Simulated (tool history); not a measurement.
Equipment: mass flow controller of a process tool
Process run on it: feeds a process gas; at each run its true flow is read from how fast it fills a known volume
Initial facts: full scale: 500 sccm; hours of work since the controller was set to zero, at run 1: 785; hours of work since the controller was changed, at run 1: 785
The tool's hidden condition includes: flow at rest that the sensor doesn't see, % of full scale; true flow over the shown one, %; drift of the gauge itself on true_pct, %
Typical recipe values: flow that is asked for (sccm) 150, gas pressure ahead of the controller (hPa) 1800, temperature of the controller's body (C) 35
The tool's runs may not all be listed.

run	hour	flow that is asked for (sccm)	gas pressure ahead of the controller (hPa)	temperature of the controller's body (C)	hours of work since the controller was set to zero	hours of work since the controller was changed	true flow (%)
1	0	150	1800	35	785	785	98.61
2	420.4	150	1800	35	924	924	98.54
3	784.4	150	1800	39	1044	1044	98.6
4	1103.3	150	1800	39	1149	1149	98.43
5	1644.2	150	1800	35	1327	1327	97.85
6	2183.9	150	1800	35	1505	1505	97.6
7	2701.4	150	1800	35	1676	1676	97.42
8	3178.9	150	1800	35	1833	1833	97.08
9	3651	150	1800	35	1989	1989	96.92
10	3927.7	150	1800	35	2080	2080	96.71
11	4423	150	2740	35	2244	2244	96.57
12	4847	150	2740	35	2383	2383	96.39
13	5174.5	150	1800	35	2491	2491	96.15
# hour 5473.1: gauge calibrated
14	5500.9	150	1800	35	2599	2599	98.73
15	5894.1	150	1800	35	2729	2729	98.64
16	6374	150	1640	35	2887	2887	98.26
17	6794.1	150	1820	35	3025	3025	98.06
18	7038.3	150	2040	35	3106	3106	98.06
19	7491.5	326	2220	22	3255	3255	97.99
20	7754.4	420	1550	35	3342	3342	99.01
21	8048	420	1550	35	3439	3439	98.7
22	8397.6	420	1550	35	3554	3554	98.76
23	8639.4	420	1550	35	3634	3634	98.59
24	9168.7	302	1930	24	3808	3808	97.04
25	9648.7	150	1560	35	3966	3966	96.64

Predict each of these 4 candidate next runs independently; none follows another, all start after run 25:
A	9918.1	54	1800	35	4055	4055	?
B	9918.1	175	1800	35	4055	4055	?
C	9918.1	75	1800	38	4055	4055	?
D	9918.1	150	1890	27	4055	4055	?

run	true flow (%)
A	96.06
B	96.68
C	96.34
D	96.07
Take away the tool's hidden state, keep each run's random variation, and the runs would have read:
run	true flow (%)
A	98.23
B	98.88
C	98.52
D	98.26
